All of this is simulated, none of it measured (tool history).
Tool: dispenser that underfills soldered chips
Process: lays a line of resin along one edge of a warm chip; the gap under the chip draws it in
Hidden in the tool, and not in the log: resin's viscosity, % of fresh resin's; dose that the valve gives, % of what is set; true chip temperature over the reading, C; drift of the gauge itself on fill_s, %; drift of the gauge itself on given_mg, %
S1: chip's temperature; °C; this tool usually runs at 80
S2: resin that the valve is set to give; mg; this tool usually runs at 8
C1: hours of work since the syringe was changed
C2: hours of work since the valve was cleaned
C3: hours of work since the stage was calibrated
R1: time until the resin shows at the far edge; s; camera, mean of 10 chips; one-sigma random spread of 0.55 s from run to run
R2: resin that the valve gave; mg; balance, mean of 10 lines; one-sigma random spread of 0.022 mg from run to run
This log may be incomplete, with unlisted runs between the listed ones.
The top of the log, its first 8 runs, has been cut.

{"hour": 59.2, "done": "new syringe of resin"}
{"run": 9, "hour": 67.4, "S1": 80, "S2": 8, "C1": 6, "C2": 49, "C3": 139, "R1": 78.5, "R2": 7.77}
{"hour": 71.5, "done": "new syringe of resin"}
{"run": 10, "hour": 75.8, "S1": 80, "S2": 8.55, "C1": 3, "C2": 55, "C3": 145, "R1": 60.7, "R2": 8.28}
{"hour": 83.7, "done": "new syringe of resin"}
{"run": 11, "hour": 87.3, "S1": 78, "S2": 8, "C1": 3, "C2": 63, "C3": 153, "R1": 65.1, "R2": 7.73}
{"run": 12, "hour": 94.5, "S1": 80, "S2": 8, "C1": 8, "C2": 68, "C3": 159, "R1": 92.6, "R2": 7.69}
{"hour": 96.6, "done": "new syringe of resin"}
{"run": 13, "hour": 99.9, "S1": 80, "S2": 8, "C1": 2, "C2": 72, "C3": 162, "R1": 57.8, "R2": 7.7}
{"hour": 109.2, "done": "new syringe of resin"}
{"hour": 110.2, "done": "dispensing valve cleaned and set on the balance"}
{"run": 14, "hour": 112.2, "S1": 80, "S2": 8, "C1": 1, "C2": 1, "C3": 171, "R1": 55.1, "R2": 8.05}
{"run": 15, "hour": 120.9, "S1": 80, "S2": 8, "C1": 8, "C2": 8, "C3": 177, "R1": 91.3, "R2": 8.01}
{"hour": 122.2, "done": "new syringe of resin"}
{"run": 16, "hour": 130.6, "S1": 80, "S2": 8, "C1": 6, "C2": 15, "C3": 184, "R1": 79.7, "R2": 7.95}
{"hour": 135.2, "done": "new syringe of resin"}
{"run": 17, "hour": 136.9, "S1": 77, "S2": 9.95, "C1": 1, "C2": 19, "C3": 188, "R1": 56.8, "R2": 9.87}
{"hour": 147.5, "done": "new syringe of resin"}
{"run": 18, "hour": 147.5, "S1": 86, "S2": 6.83, "C1": 0, "C2": 27, "C3": 196, "R1": 42.7, "R2": 6.72}
{"run": 19, "hour": 156.0, "S1": 66, "S2": 8, "C1": 6, "C2": 33, "C3": 202, "R1": 123.9, "R2": 7.85}
{"hour": 159.6, "done": "new syringe of resin"}
{"run": 20, "hour": 165.4, "S1": 82, "S2": 8.82, "C1": 4, "C2": 40, "C3": 209, "R1": 64.5, "R2": 8.65}
{"hour": 172.5, "done": "new syringe of resin"}
{"run": 21, "hour": 177.6, "S1": 86, "S2": 9.55, "C1": 4, "C2": 49, "C3": 218, "R1": 51.9, "R2": 9.26}
{"run": 22, "hour": 183.5, "S1": 86, "S2": 9.55, "C1": 8, "C2": 53, "C3": 222, "R1": 78.1, "R2": 9.25}
{"hour": 185.5, "done": "new syringe of resin"}
{"run": 23, "hour": 194.6, "S1": 77, "S2": 9.22, "C1": 7, "C2": 61, "C3": 230, "R1": 90.4, "R2": 8.92}
{"hour": 197.8, "done": "new syringe of resin"}
{"run": 24, "hour": 203.5, "S1": 66, "S2": 8.43, "C1": 4, "C2": 67, "C3": 237, "R1": 105.9, "R2": 8.12}
{"hour": 210.7, "done": "new syringe of resin"}
{"run": 25, "hour": 210.7, "S1": 66, "S2": 8.43, "C1": 0, "C2": 73, "C3": 242, "R1": 72.4, "R2": 8.1}
{"run": 26, "hour": 218.7, "S1": 66, "S2": 8.43, "C1": 6, "C2": 78, "C3": 248, "R1": 122, "R2": 8.11}
{"hour": 220.7, "done": "dispensing valve cleaned and set on the balance"}
{"hour": 224.1, "done": "new syringe of resin"}
{"run": 27, "hour": 226.1, "S1": 66, "S2": 8.43, "C1": 1, "C2": 4, "C3": 252, "R1": 83, "R2": 8.42}
{"run": 28, "hour": 233.1, "S1": 82, "S2": 8.43, "C1": 7, "C2": 9, "C3": 257, "R1": 79.4, "R2": 8.36}
{"hour": 237.0, "done": "new syringe of resin"}
{"run": 29, "hour": 242.5, "S1": 82, "S2": 8.43, "C1": 4, "C2": 16, "C3": 264, "R1": 62.6, "R2": 8.35}
{"run": 30, "hour": 247.6, "S1": 82, "S2": 8.43, "C1": 8, "C2": 19, "C3": 268, "R1": 84.8, "R2": 8.34}
{"hour": 249.2, "done": "new syringe of resin"}
{"run": 31, "hour": 254.9, "S1": 76, "S2": 7.55, "C1": 4, "C2": 25, "C3": 273, "R1": 79.4, "R2": 7.41}
{"hour": 261.5, "done": "new syringe of resin"}
{"run": 32, "hour": 263.6, "S1": 85, "S2": 8.38, "C1": 2, "C2": 31, "C3": 279, "R1": 48.3, "R2": 8.17}

Below are 3 alternative next runs, each starting from the tool's condition after run 32. Predict each:
{"run": "A", "hour": 272.1, "S1": 77, "S2": 8, "C1": 8, "C2": 37, "C3": 285, "R1": "?", "R2": "?"}
{"run": "B", "hour": 272.1, "S1": 70, "S2": 6.89, "C1": 8, "C2": 37, "C3": 285, "R1": "?", "R2": "?"}
{"run": "C", "hour": 272.1, "S1": 83, "S2": 9.27, "C1": 8, "C2": 37, "C3": 285, "R1": "?", "R2": "?"}

run=A R1=100.9 R2=7.82
run=B R1=133.4 R2=6.76
run=C R1=84.6 R2=9.09
Had the tool no hidden state, the same runs would have come out as:
run=A R1=49.7 R2=7.99
run=B R1=65.3 R2=6.92
run=C R1=41.5 R2=9.29
